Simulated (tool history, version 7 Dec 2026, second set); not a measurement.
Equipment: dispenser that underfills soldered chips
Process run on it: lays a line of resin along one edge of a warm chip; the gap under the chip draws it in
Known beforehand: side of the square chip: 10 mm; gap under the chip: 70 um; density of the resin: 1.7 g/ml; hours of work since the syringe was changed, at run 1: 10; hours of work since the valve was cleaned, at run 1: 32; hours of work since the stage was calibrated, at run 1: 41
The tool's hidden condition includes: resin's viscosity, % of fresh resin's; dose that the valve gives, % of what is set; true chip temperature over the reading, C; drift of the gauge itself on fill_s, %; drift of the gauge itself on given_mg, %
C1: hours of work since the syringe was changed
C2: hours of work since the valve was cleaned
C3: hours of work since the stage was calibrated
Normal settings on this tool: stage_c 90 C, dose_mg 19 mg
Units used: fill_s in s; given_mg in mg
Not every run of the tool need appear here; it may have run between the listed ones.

Run 1, hour 0: usual settings; C1 10; C2 32; C3 41. Result: fill_s 197.6 s, given_mg 18.66 mg.
At hour 1.6: new syringe of resin.
Run 2, hour 4.6: usual settings; C1 2; C2 35; C3 44. Result: fill_s 108.9 s, given_mg 18.66 mg.
Run 3, hour 9.7: usual settings; C1 5; C2 38; C3 47. Result: fill_s 140.7 s, given_mg 18.77 mg.
Run 4, hour 15.1: usual settings; C1 9; C2 42; C3 50. Result: fill_s 178.4 s, given_mg 18.52 mg.
At hour 19.3: new syringe of resin.
Run 5, hour 19.9: usual settings; C1 0; C2 45; C3 53. Result: fill_s 98.8 s, given_mg 18.51 mg.
Run 6, hour 25.6: usual settings; C1 4; C2 48; C3 57. Result: fill_s 131 s, given_mg 18.48 mg.
Run 7, hour 29.7: usual settings; C1 7; C2 51; C3 60. Result: fill_s 156.1 s, given_mg 18.37 mg.
Run 8, hour 35.6: usual settings; C1 10; C2 55; C3 63. Result: fill_s 204.1 s, given_mg 18.49 mg.
At hour 37.3: new syringe of resin.
Run 9, hour 40.6: usual settings but dose_mg 22.5 mg; C1 2; C2 58; C3 66. Result: fill_s 109.1 s, given_mg 21.82 mg.
Run 10, hour 44.1: usual settings but dose_mg 22.5 mg; C1 4; C2 60; C3 69. Result: fill_s 127.5 s, given_mg 21.79 mg.
Run 11, hour 47.6: usual settings but dose_mg 22.5 mg; C1 7; C2 62; C3 71. Result: fill_s 150.4 s, given_mg 21.77 mg.
Run 12, hour 50.7: usual settings but dose_mg 22.5 mg; C1 9; C2 64; C3 73. Result: fill_s 169.3 s, given_mg 21.73 mg.
At hour 55.1: new syringe of resin.
Run 13, hour 56.2: usual settings but stage_c 83 C, dose_mg 19.4 mg; C1 1; C2 68; C3 76. Result: fill_s 134.8 s, given_mg 18.63 mg.
Run 14, hour 61.1: usual settings but stage_c 77 C; C1 4; C2 71; C3 79. Result: fill_s 220.7 s, given_mg 18.17 mg.
Run 15, hour 65.6: usual settings but stage_c 77 C; C1 7; C2 74; C3 82. Result: fill_s 274 s, given_mg 18.13 mg.
Run 16, hour 71.7: usual settings but dose_mg 20.3 mg; C1 11; C2 77; C3 86. Result: fill_s 200.6 s, given_mg 19.42 mg.
At hour 73: new syringe of resin.
Run 17, hour 76.4: usual settings but dose_mg 20.3 mg; C1 2; C2 80; C3 89. Result: fill_s 110.3 s, given_mg 19.46 mg.
Run 18, hour 82.6: usual settings but stage_c 96 C, dose_mg 20.4 mg; C1 6; C2 84; C3 93. Result: fill_s 114.6 s, given_mg 19.28 mg.
Run 19, hour 88.9: usual settings but stage_c 85 C, dose_mg 23.6 mg; C1 10; C2 88; C3 97. Result: fill_s 244.4 s, given_mg 22.24 mg.
At hour 90.8: new syringe of resin.
Run 20, hour 95.3: usual settings but stage_c 100 C, dose_mg 18.5 mg; C1 3; C2 92; C3 101. Result: fill_s 78.6 s, given_mg 17.39 mg.
Run 21, hour 100.2: usual settings but stage_c 100 C, dose_mg 22.3 mg; C1 6; C2 95; C3 104. Result: fill_s 96.3 s, given_mg 21.09 mg.

Table of differences, measured result less the result of that run with no hidden state. Run-to-run variation is the same in both. Gauge scatter possibly is not:
run  fill_s  given_mg
  1    +101     -0.36
  2   +12.7      -0.4
  3   +42.7     -0.43
  4   +81.3     -0.47
  5    +2.6     -0.51
  6   +32.9     -0.55
  7   +59.1     -0.57
  8  +107.7     -0.62
  9   +12.3     -0.78
 10   +31.6     -0.81
 11     +54     -0.84
 12   +75.4     -0.87
 13    +3.8     -0.79
 14   +49.4     -0.81
 15  +101.2     -0.85
 16    +105     -0.94
 17   +14.1     -0.98
 18   +39.7     -1.04
 19  +124.5     -1.26
 20   +13.8     -1.02
 21   +32.5      -1.3

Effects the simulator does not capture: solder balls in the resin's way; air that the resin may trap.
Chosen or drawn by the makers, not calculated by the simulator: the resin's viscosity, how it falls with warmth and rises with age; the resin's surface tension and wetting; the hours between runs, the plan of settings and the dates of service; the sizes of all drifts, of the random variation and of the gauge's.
